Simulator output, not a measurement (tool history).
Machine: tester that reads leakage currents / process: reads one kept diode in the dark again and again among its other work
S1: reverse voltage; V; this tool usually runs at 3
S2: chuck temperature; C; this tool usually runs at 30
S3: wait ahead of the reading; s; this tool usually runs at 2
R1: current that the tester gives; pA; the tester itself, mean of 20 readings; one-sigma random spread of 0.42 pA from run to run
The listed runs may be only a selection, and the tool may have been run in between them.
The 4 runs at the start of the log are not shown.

run,hour,S1,S2,S3,R1
5,802.6,3,30,2.23,132.84
6,893.8,3,30,2,133.38
7,1009,3,30,2,131.55
8,1182.9,3,30,2,129.56
# hour 1196.4: tester calibrated
9,1383.9,3,33,2,162.58
10,1524.1,3,33,2,160.85
11,1658,3,30,2.05,125.65
12,1857.4,3,30,2.05,122.53
# hour 1990.9: chuck's temperature calibrated
13,1994.4,3,30,2.05,140.84
14,2205.4,3,30,0.3,140.29
15,2393.2,3,30,0.3,138.2
16,2546.7,1.55,30,2,102.62
# hour 2698.9: probe card cleaned and baked
17,2718.6,3,30,2,132.25
18,2890.7,3,30,2,130.94
19,3059,3,31,2,141.44
20,3250.7,3,30,2,127.35
21,3389.8,5.47,38,8.79,312.38
22,3509.4,14.01,21,0.85,117.2
23,3639.9,14.83,21,8.06,116.94
24,3742.1,4.34,41,8.06,352.61
# hour 3764.4: chuck's temperature calibrated
25,3852,4.34,41,8.06,392.74

The next listed run, before its measurement:
26,4035.9,4.34,41,8.06,?

{"run 26": {"R1": 390.83}}
Without the tool's hidden state the same run would have given R1 391.23 pA.
